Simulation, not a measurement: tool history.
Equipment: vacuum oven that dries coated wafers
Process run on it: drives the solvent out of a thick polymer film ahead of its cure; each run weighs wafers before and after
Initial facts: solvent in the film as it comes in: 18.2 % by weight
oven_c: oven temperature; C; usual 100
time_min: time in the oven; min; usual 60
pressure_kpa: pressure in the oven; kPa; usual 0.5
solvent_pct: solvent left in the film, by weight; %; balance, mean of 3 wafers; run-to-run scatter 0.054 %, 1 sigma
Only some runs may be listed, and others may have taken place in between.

Run 1, hour 0: usual settings. Result: solvent_pct 4.15 %.
Run 2, hour 14.3: usual settings. Result: solvent_pct 4.1 %.
Run 3, hour 31: usual settings. Result: solvent_pct 4.09 %.
Run 4, hour 51.4: usual settings but oven_c 113 C. Result: solvent_pct 1.82 %.
Run 5, hour 69.5: usual settings but pressure_kpa 1.275 kPa. Result: solvent_pct 4.73 %.
Run 6, hour 78.7: usual settings but pressure_kpa 1.275 kPa. Result: solvent_pct 4.76 %.
Run 7, hour 89.2: usual settings but pressure_kpa 1.275 kPa. Result: solvent_pct 4.73 %.
Run 8, hour 101.9: usual settings. Result: solvent_pct 4.13 %.
Run 9, hour 111.7: usual settings. Result: solvent_pct 4.07 %.
Run 10, hour 123.9: usual settings but oven_c 115 C. Result: solvent_pct 1.56 %.
Run 11, hour 135.2: usual settings but oven_c 115 C, pressure_kpa 1.627 kPa. Result: solvent_pct 2.13 %.
Run 12, hour 149.1: usual settings but oven_c 115 C, pressure_kpa 1.627 kPa. Result: solvent_pct 2.21 %.
Run 13, hour 166.1: usual settings but oven_c 115 C, pressure_kpa 1.627 kPa. Result: solvent_pct 2.21 %.
Run 14, hour 177.9: usual settings but oven_c 115 C, pressure_kpa 1.627 kPa. Result: solvent_pct 2.12 %.
Run 15, hour 189.3: usual settings but oven_c 115 C, pressure_kpa 1.627 kPa. Result: solvent_pct 2.15 %.
Run 16, hour 199.1: usual settings but oven_c 115 C, pressure_kpa 1.627 kPa. Result: solvent_pct 2.18 %.
Run 17, hour 218.6: usual settings. Result: solvent_pct 4.21 %.
Run 18, hour 228.8: usual settings. Result: solvent_pct 4.17 %.
Run 19, hour 239.9: usual settings. Result: solvent_pct 4.2 %.
Run 20, hour 257.2: usual settings. Result: solvent_pct 4.2 %.
Run 21, hour 272.3: usual settings but oven_c 97 C. Result: solvent_pct 4.87 %.
Run 22, hour 288.8: usual settings but oven_c 108 C. Result: solvent_pct 2.57 %.
Run 23, hour 306.3: usual settings but oven_c 108 C. Result: solvent_pct 2.7 %.
At hour 308.8: vacuum gauge cleaned of residue and calibrated.
Run 24, hour 317.3: usual settings but oven_c 108 C, time_min 50 min. Result: solvent_pct 3.53 %.
Run 25, hour 335.6: usual settings but oven_c 108 C, time_min 50 min. Result: solvent_pct 3.52 %.
Run 26, hour 352.3: usual settings but oven_c 108 C, time_min 50 min. Result: solvent_pct 3.43 %.
Run 27, hour 366.2: usual settings but oven_c 108 C, time_min 50 min. Result: solvent_pct 3.43 %.
Run 28, hour 385.7: usual settings but oven_c 96 C, pressure_kpa 1.56 kPa. Result: solvent_pct 6.03 %.
Run 29, hour 396.7: usual settings but oven_c 96 C, pressure_kpa 1.56 kPa. Result: solvent_pct 6.13 %.
At hour 409.3: vacuum gauge cleaned of residue and calibrated, once more.
Run 30, hour 415.6: usual settings but time_min 38 min, pressure_kpa 0.675 kPa. Result: solvent_pct 6.63 %.
Run 31, hour 436.4: usual settings but oven_c 112 C, time_min 56 min, pressure_kpa 0.675 kPa. Result: solvent_pct 2.29 %.
Run 32, hour 452.8: usual settings but oven_c 105 C, time_min 93 min, pressure_kpa 0.302 kPa. Result: solvent_pct 1.42 %.
Run 33, hour 472.5: usual settings but time_min 38 min. Result: solvent_pct 6.57 %.
Run 34, hour 482.3: usual settings but time_min 38 min. Result: solvent_pct 6.51 %.
Run 35, hour 492.4: usual settings but oven_c 90 C, time_min 53 min, pressure_kpa 0.319 kPa. Result: solvent_pct 6.91 %.
Run 36, hour 509.6: usual settings but oven_c 109 C, time_min 65 min, pressure_kpa 0.706 kPa. Result: solvent_pct 2.29 %.
Run 37, hour 518.4: usual settings but oven_c 109 C, time_min 65 min, pressure_kpa 0.706 kPa. Result: solvent_pct 2.26 %.
Run 38, hour 535.5: usual settings but oven_c 111 C. Result: solvent_pct 2.17 %.
Run 39, hour 547.5: usual settings but time_min 56 min, pressure_kpa 0.436 kPa. Result: solvent_pct 4.48 %.
Run 40, hour 561.4: usual settings but pressure_kpa 0.969 kPa. Result: solvent_pct 4.59 %.
Run 41, hour 577.5: usual settings but time_min 32 min, pressure_kpa 0.436 kPa. Result: solvent_pct 7.45 %.
Run 42, hour 597.4: usual settings but oven_c 91 C, time_min 40 min, pressure_kpa 0.917 kPa. Result: solvent_pct 8.8 %.
Run 43, hour 610.5: usual settings but oven_c 91 C, time_min 40 min, pressure_kpa 1.317 kPa. Result: solvent_pct 8.84 %.
Run 44, hour 622.7: usual settings but oven_c 90 C, time_min 101 min, pressure_kpa 1.83 kPa. Result: solvent_pct 5.44 %.
Run 45, hour 643.4: usual settings but oven_c 87 C, pressure_kpa 0.677 kPa. Result: solvent_pct 7.56 %.
Run 46, hour 653.8: usual settings but oven_c 87 C, pressure_kpa 0.677 kPa. Result: solvent_pct 7.62 %.

What would each run have given without the hidden state, its run-to-run variation left as it was?
Hidden state at play: true wafer temperature over the reading, C; true pressure over the reading, kPa; drift of the gauge itself on solvent_pct, %.
run  solvent_pct
  1         3.64
  2         3.61
  3         3.58
  4          1.5
  5         4.18
  6         4.21
  7         4.18
  8         3.61
  9         3.55
 10         1.26
 11         1.79
 12         1.87
 13         1.86
 14         1.77
 15          1.8
 16         1.82
 17         3.63
 18         3.58
 19         3.62
 20         3.62
 21         4.24
 22          2.1
 23         2.22
 24         2.97
 25         2.95
 26         2.85
 27         2.85
 28         5.26
 29         5.35
 30            6
 31         1.86
 32          1.1
 33         5.93
 34         5.87
 35         6.24
 36         1.85
 37         1.82
 38         1.73
 39         3.83
 40         3.92
 41          6.8
 42          8.1
 43         8.13
 44         4.64
 45         6.77
 46         6.82
